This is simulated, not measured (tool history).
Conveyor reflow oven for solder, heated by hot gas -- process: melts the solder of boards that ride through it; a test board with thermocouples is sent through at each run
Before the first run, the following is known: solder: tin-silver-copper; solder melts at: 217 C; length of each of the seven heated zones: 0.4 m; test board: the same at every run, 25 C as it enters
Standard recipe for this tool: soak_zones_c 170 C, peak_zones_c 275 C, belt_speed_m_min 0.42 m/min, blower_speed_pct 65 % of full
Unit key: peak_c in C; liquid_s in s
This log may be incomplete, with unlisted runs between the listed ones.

run	hour	soak_zones_c	peak_zones_c	belt_speed_m_min	blower_speed_pct	peak_c	liquid_s
1	0	170	275	0.42	65	253.2	83.7
2	6.9	170	275	0.483	65	247.4	63.3
3	14.1	185	275	0.483	65	250.7	76.8
4	19.5	185	275	0.483	65	251.5	76.1
5	24.7	185	275	0.483	65	252.1	75.6
6	31.5	170	287	0.42	65	263	92.5
7	41.3	170	275	0.42	61	251	81.4
8	51.2	170	275	0.42	54	248.1	75.8
9	55.7	170	275	0.42	65	252	82.8
10	64.8	170	273	0.42	65	251.1	81.6
11	69.7	170	273	0.42	53	246.8	74.2
12	78.9	170	273	0.42	53	246.1	73.4
13	88.2	170	273	0.42	53	246.4	73.2
# hour 97.4: flux residue cleaned out of gas plates and filters
14	99	170	273	0.42	53	249.6	77.3
15	108.7	170	275	0.438	65	254.2	80.6
16	113.8	170	275	0.438	65	253.8	81.3
17	121.3	173	290	0.438	62	266.3	93.1
18	126.4	170	285	0.42	75	268.2	97.1
19	135.6	171	280	0.385	75	266.4	106.5
20	146.1	172	279	0.42	61	257.9	89.1
21	155.5	172	279	0.42	61	257.6	88.5
22	164.3	182	279	0.458	63	256.9	85.5
23	168.8	182	279	0.463	63	256.3	84.4
24	173.9	182	279	0.463	63	256.1	83.5
25	181.3	182	277	0.463	65	255.7	82.8

The next listed run, before its measurement:
26	189.4	170	275	0.386	89	?	?

For run 26 the tool returned peak_c 263.2 C, liquid_s 104.5 s.
With no hidden state in the tool, this same run would have given peak_c 264.1 C, liquid_s 104.8 s.
